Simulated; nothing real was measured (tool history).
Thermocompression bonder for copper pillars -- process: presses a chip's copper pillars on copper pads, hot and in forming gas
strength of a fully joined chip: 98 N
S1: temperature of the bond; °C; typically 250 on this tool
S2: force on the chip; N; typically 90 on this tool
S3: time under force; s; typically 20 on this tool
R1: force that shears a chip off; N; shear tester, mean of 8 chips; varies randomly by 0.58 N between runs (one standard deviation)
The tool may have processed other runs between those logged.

run 1 hour=0.0 | S1=250 S2=90 S3=20 | R1=39.8
run 2 hour=10.4 | S1=250 S2=90 S3=20 | R1=38.7
run 3 hour=19.9 | S1=250 S2=90 S3=20 | R1=39.2
run 4 hour=40.6 | S1=250 S2=90 S3=20 | R1=39.5
run 5 hour=60.9 | S1=250 S2=90 S3=44 | R1=50.2
run 6 hour=80.4 | S1=250 S2=90 S3=44 | R1=50.9
run 7 hour=90.5 | S1=254 S2=90 S3=20 | R1=40.8
run 8 hour=109.0 | S1=254 S2=90 S3=20 | R1=40.4
-- hour=116.1 forming gas filter changed
run 9 hour=130.4 | S1=254 S2=90 S3=20 | R1=43.8
run 10 hour=145.4 | S1=254 S2=90 S3=20 | R1=43.8
run 11 hour=159.0 | S1=254 S2=90 S3=20 | R1=42.7
run 12 hour=179.3 | S1=250 S2=79 S3=20 | R1=36.9
-- hour=182.8 heater calibrated with a thermocouple chip
run 13 hour=200.3 | S1=250 S2=79 S3=20 | R1=37.3
run 14 hour=210.9 | S1=250 S2=79 S3=20 | R1=37.1
run 15 hour=226.9 | S1=250 S2=79 S3=20 | R1=36.3
run 16 hour=237.7 | S1=250 S2=79 S3=20 | R1=35.9
run 17 hour=254.2 | S1=250 S2=79 S3=44 | R1=48.7
-- hour=260.7 heater calibrated with a thermocouple chip, once more
run 18 hour=277.4 | S1=250 S2=79 S3=44 | R1=47.4
run 19 hour=289.4 | S1=250 S2=79 S3=51 | R1=50.4
run 20 hour=299.3 | S1=250 S2=79 S3=48 | R1=50.3
run 21 hour=309.7 | S1=250 S2=61 S3=34 | R1=36.7
-- hour=322.8 forming gas filter changed
run 22 hour=330.0 | S1=250 S2=109 S3=18 | R1=45.0
run 23 hour=340.1 | S1=242 S2=90 S3=15 | R1=33.0
run 24 hour=357.0 | S1=225 S2=81 S3=20 | R1=24.8
run 25 hour=372.8 | S1=278 S2=61 S3=20 | R1=49.4
run 26 hour=384.6 | S1=278 S2=61 S3=20 | R1=48.7
run 27 hour=395.6 | S1=278 S2=61 S3=20 | R1=49.6
run 28 hour=415.6 | S1=223 S2=76 S3=20 | R1=22.3
run 29 hour=436.7 | S1=223 S2=76 S3=20 | R1=22.5
run 30 hour=447.6 | S1=250 S2=114 S3=20 | R1=45.0
run 31 hour=460.2 | S1=235 S2=90 S3=21 | R1=31.4
run 32 hour=479.2 | S1=245 S2=99 S3=21 | R1=38.3
run 33 hour=497.5 | S1=254 S2=80 S3=20 | R1=38.5
run 34 hour=517.9 | S1=274 S2=72 S3=50 | R1=62.9
-- hour=525.4 forming gas filter changed
run 35 hour=538.6 | S1=274 S2=72 S3=50 | R1=67.2
run 36 hour=556.6 | S1=250 S2=80 S3=20 | R1=38.1
run 37 hour=570.7 | S1=224 S2=131 S3=20 | R1=32.3
run 38 hour=591.7 | S1=231 S2=76 S3=48 | R1=38.8
run 39 hour=608.5 | S1=250 S2=90 S3=31 | R1=47.3

5 ways to go on from here, each from the tool as it stands after run 39. What would each give?
run A hour=628.5 | S1=277 S2=90 S3=31 | R1=?
run B hour=628.5 | S1=250 S2=117 S3=11 | R1=?
run C hour=628.5 | S1=244 S2=134 S3=18 | R1=?
run D hour=628.5 | S1=261 S2=125 S3=19 | R1=?
run E hour=628.5 | S1=249 S2=90 S3=31 | R1=?

run=A R1=65.4
run=B R1=37.9
run=C R1=43.2
run=D R1=54.8
run=E R1=46.8
What these runs would have given with no unlogged condition in the tool:
run=A R1=66.7
run=B R1=37.9
run=C R1=43.3
run=D R1=55.4
run=E R1=47.0
